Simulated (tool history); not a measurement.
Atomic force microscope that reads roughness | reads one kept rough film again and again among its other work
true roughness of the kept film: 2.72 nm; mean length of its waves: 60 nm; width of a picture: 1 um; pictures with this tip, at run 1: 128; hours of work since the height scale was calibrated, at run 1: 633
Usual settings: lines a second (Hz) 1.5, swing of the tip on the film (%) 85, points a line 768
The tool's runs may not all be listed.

| run | hour | lines a second (Hz) | swing of the tip on the film (%) | points a line | pictures with this tip | hours of work since the height scale was calibrated | roughness of the kept film (nm (root mean square)) |
|---|---|---|---|---|---|---|---|
| 1 | 0 | 1.5 | 85 | 768 | 128 | 633 | 2.313 |
| 2 | 25 | 1.5 | 85 | 395 | 177 | 651 | 2.302 |
| 3 | 40.5 | 1.5 | 85 | 410 | 207 | 662 | 2.26 |
| 4 | 52.5 | 1.5 | 87 | 768 | 230 | 670 | 2.246 |
| 5 | 70.4 | 2.43 | 85 | 768 | 264 | 683 | 2.116 |
| 6 | 85.3 | 2.43 | 67 | 768 | 293 | 694 | 2.345 |
| 7 | 102.7 | 2.43 | 67 | 768 | 327 | 706 | 2.326 |
|  | 114.2 | new tip fitted |
| 8 | 123.8 | 2.43 | 67 | 768 | 18 | 721 | 2.453 |
| 9 | 137.6 | 0.95 | 85 | 768 | 45 | 730 | 2.439 |
| 10 | 150.3 | 0.95 | 85 | 768 | 69 | 739 | 2.427 |
| 11 | 170.2 | 0.95 | 85 | 511 | 108 | 753 | 2.413 |
| 12 | 187.7 | 0.95 | 85 | 511 | 142 | 766 | 2.403 |
| 13 | 201.2 | 0.95 | 62 | 511 | 168 | 775 | 2.518 |
| 14 | 215.3 | 0.51 | 85 | 768 | 195 | 785 | 2.457 |
| 15 | 228.3 | 1.33 | 85 | 768 | 220 | 794 | 2.299 |
| 16 | 248.8 | 1.33 | 85 | 768 | 260 | 809 | 2.28 |
| 17 | 273.6 | 0.81 | 85 | 768 | 307 | 826 | 2.376 |
| 18 | 288.4 | 0.81 | 85 | 768 | 336 | 837 | 2.33 |
|  | 295.6 | new tip fitted |
| 19 | 307.9 | 0.81 | 85 | 768 | 24 | 850 | 2.452 |
| 20 | 325.6 | 3.04 | 85 | 768 | 58 | 863 | 2.081 |
| 21 | 350.4 | 3.04 | 85 | 768 | 105 | 880 | 2.057 |
| 22 | 369.4 | 3.04 | 85 | 768 | 142 | 894 | 2.046 |
| 23 | 387.3 | 3.04 | 85 | 768 | 177 | 907 | 2.031 |
| 24 | 401.5 | 1.5 | 85 | 768 | 204 | 917 | 2.268 |
| 25 | 419.1 | 1.5 | 85 | 768 | 238 | 929 | 2.254 |
| 26 | 437.9 | 1.5 | 56 | 768 | 274 | 942 | 2.467 |
| 27 | 453.6 | 1.5 | 56 | 768 | 305 | 953 | 2.437 |
| 28 | 472.4 | 1.5 | 56 | 768 | 341 | 967 | 2.453 |
|  | 476.8 | new tip fitted |
| 29 | 492.6 | 1.54 | 87 | 291 | 31 | 981 | 2.284 |
| 30 | 517 | 1.54 | 83 | 473 | 78 | 998 | 2.331 |
| 31 | 534.2 | 1.5 | 70 | 768 | 111 | 1010 | 2.448 |
| 32 | 554.7 | 1.82 | 73 | 556 | 151 | 1025 | 2.387 |
| 33 | 575.7 | 1.82 | 73 | 556 | 191 | 1040 | 2.361 |
| 34 | 598.4 | 1.82 | 73 | 556 | 235 | 1056 | 2.343 |
| 35 | 619.8 | 1.82 | 73 | 556 | 276 | 1071 | 2.335 |
| 36 | 642.9 | 1.82 | 58 | 453 | 321 | 1087 | 2.444 |
|  | 656.3 | new tip fitted |
| 37 | 658.8 | 1.5 | 74 | 345 | 5 | 1098 | 2.467 |
|  | 661.4 | height scale calibrated on a step standard |
| 38 | 672.5 | 1.5 | 74 | 345 | 29 | 8 | 2.423 |
| 39 | 695.3 | 1.22 | 59 | 579 | 73 | 24 | 2.533 |
| 40 | 708.5 | 1.58 | 89 | 579 | 99 | 33 | 2.216 |
| 41 | 728.4 | 1.58 | 89 | 334 | 137 | 47 | 2.208 |
| 42 | 745.8 | 1.58 | 89 | 334 | 171 | 60 | 2.181 |
| 43 | 756.7 | 0.94 | 85 | 622 | 192 | 67 | 2.352 |
|  | 769.5 | height scale calibrated on a step standard, once more |
| 44 | 776.2 | 0.78 | 82 | 768 | 227 | 5 | 2.43 |
| 45 | 800.3 | 1.5 | 75 | 768 | 274 | 22 | 2.364 |
| 46 | 817.2 | 1.5 | 75 | 660 | 306 | 34 | 2.369 |
| 47 | 831.3 | 3.59 | 56 | 440 | 334 | 44 | 2.402 |
|  | 838.7 | new tip fitted |
| 48 | 843.8 | 3.48 | 64 | 1002 | 10 | 52 | 2.449 |
| 49 | 858.6 | 1.5 | 75 | 768 | 38 | 63 | 2.46 |
| 50 | 879.8 | 3.3 | 57 | 990 | 79 | 78 | 2.495 |
| 51 | 895 | 1.5 | 84 | 532 | 108 | 88 | 2.346 |
| 52 | 909.9 | 1.5 | 84 | 532 | 137 | 99 | 2.323 |
| 53 | 931.9 | 0.54 | 75 | 532 | 180 | 115 | 2.504 |
| 54 | 956.1 | 2.01 | 78 | 834 | 226 | 132 | 2.299 |

3 ways to go on from here, each from the tool as it stands after run 54. What would each give?
| A | 972.4 | 0.73 | 85 | 768 | 258 | 143 | ? |
| B | 972.4 | 2.01 | 81 | 492 | 258 | 143 | ? |
| C | 972.4 | 2.84 | 63 | 375 | 258 | 143 | ? |

| run | roughness of the kept film (nm (root mean square)) |
|---|---|
| A | 2.423 |
| B | 2.245 |
| C | 2.385 |
Without the tool's hidden state the same runs would have given:
| run | roughness of the kept film (nm (root mean square)) |
|---|---|
| A | 2.531 |
| B | 2.345 |
| C | 2.491 |

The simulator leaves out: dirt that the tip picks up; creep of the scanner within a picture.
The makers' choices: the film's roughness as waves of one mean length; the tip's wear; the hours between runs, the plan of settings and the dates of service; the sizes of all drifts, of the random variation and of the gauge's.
